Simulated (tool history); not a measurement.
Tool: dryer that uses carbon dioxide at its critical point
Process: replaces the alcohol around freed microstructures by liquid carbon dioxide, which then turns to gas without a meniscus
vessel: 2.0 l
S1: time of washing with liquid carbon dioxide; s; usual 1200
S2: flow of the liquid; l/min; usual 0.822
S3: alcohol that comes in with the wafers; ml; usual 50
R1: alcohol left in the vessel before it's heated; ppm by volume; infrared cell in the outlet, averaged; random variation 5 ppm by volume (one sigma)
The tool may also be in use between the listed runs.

Run 1, hour 0: usual settings. Result: R1 131 ppm by volume.
Run 2, hour 15.3: usual settings. Result: R1 121 ppm by volume.
Run 3, hour 26.3: usual settings. Result: R1 125 ppm by volume.
Run 4, hour 40.5: usual settings. Result: R1 133 ppm by volume.
Run 5, hour 58.2: usual settings. Result: R1 136 ppm by volume.
Run 6, hour 73.7: usual settings. Result: R1 142 ppm by volume.
Run 7, hour 86.2: usual settings. Result: R1 144 ppm by volume.
Run 8, hour 99.8: usual settings. Result: R1 132 ppm by volume.
Run 9, hour 114.7: usual settings. Result: R1 132 ppm by volume.
Run 10, hour 126.7: usual settings but S1 1680 s. Result: R1 98 ppm by volume.
Run 11, hour 135.4: usual settings but S2 0.965 l/min. Result: R1 107 ppm by volume.
Run 12, hour 143: usual settings but S3 23 ml. Result: R1 115 ppm by volume.
Run 13, hour 156.4: usual settings. Result: R1 145 ppm by volume.
Run 14, hour 167.9: usual settings. Result: R1 146 ppm by volume.
Run 15, hour 176: usual settings but S1 780 s. Result: R1 569 ppm by volume.
Run 16, hour 194.2: usual settings but S3 54 ml. Result: R1 155 ppm by volume.
Run 17, hour 209.2: usual settings but S3 49 ml. Result: R1 160 ppm by volume.
Run 18, hour 221.9: usual settings. Result: R1 157 ppm by volume.
Run 19, hour 236.7: usual settings but S1 1740 s, S2 1.009 l/min. Result: R1 99 ppm by volume.
Run 20, hour 247.1: usual settings but S1 720 s. Result: R1 766 ppm by volume.
Run 21, hour 257.1: usual settings but S1 720 s. Result: R1 793 ppm by volume.
Run 22, hour 264.8: usual settings but S1 1380 s, S2 0.946 l/min. Result: R1 115 ppm by volume.
Run 23, hour 281.4: usual settings but S1 1380 s, S2 0.946 l/min. Result: R1 114 ppm by volume.
Run 24, hour 297.9: usual settings but S1 1380 s, S3 29 ml. Result: R1 119 ppm by volume.
Run 25, hour 309.7: usual settings but S1 1800 s, S2 0.535 l/min, S3 83 ml. Result: R1 211 ppm by volume.
Run 26, hour 321.8: usual settings but S1 1800 s, S2 0.535 l/min, S3 41 ml. Result: R1 161 ppm by volume.
Run 27, hour 335.4: usual settings but S1 1800 s, S2 0.535 l/min, S3 41 ml. Result: R1 163 ppm by volume.
Run 28, hour 343.8: usual settings but S2 1.253 l/min, S3 75 ml. Result: R1 112 ppm by volume.
Run 29, hour 352.2: usual settings but S2 0.878 l/min, S3 95 ml. Result: R1 207 ppm by volume.
Run 30, hour 363.7: usual settings but S1 780 s, S2 0.809 l/min. Result: R1 698 ppm by volume.
Run 31, hour 380.5: usual settings but S1 840 s, S2 0.59 l/min. Result: R1 1365 ppm by volume.
At hour 390.8: inlet filter changed.
Run 32, hour 398.5: usual settings but S2 0.688 l/min. Result: R1 205 ppm by volume.
Run 33, hour 410.6: usual settings but S1 1800 s, S3 78 ml. Result: R1 115 ppm by volume.
Run 34, hour 418.8: usual settings but S1 1800 s, S2 0.512 l/min, S3 113 ml. Result: R1 210 ppm by volume.

Run 35 comes next. What will it give?
Run 35, hour 432.8: usual settings but S1 840 s, S3 85 ml. Result: R1 ?.

{"run 35": {"R1": 514}}
Without the tool's hidden state the same run would have given R1 381 ppm by volume.
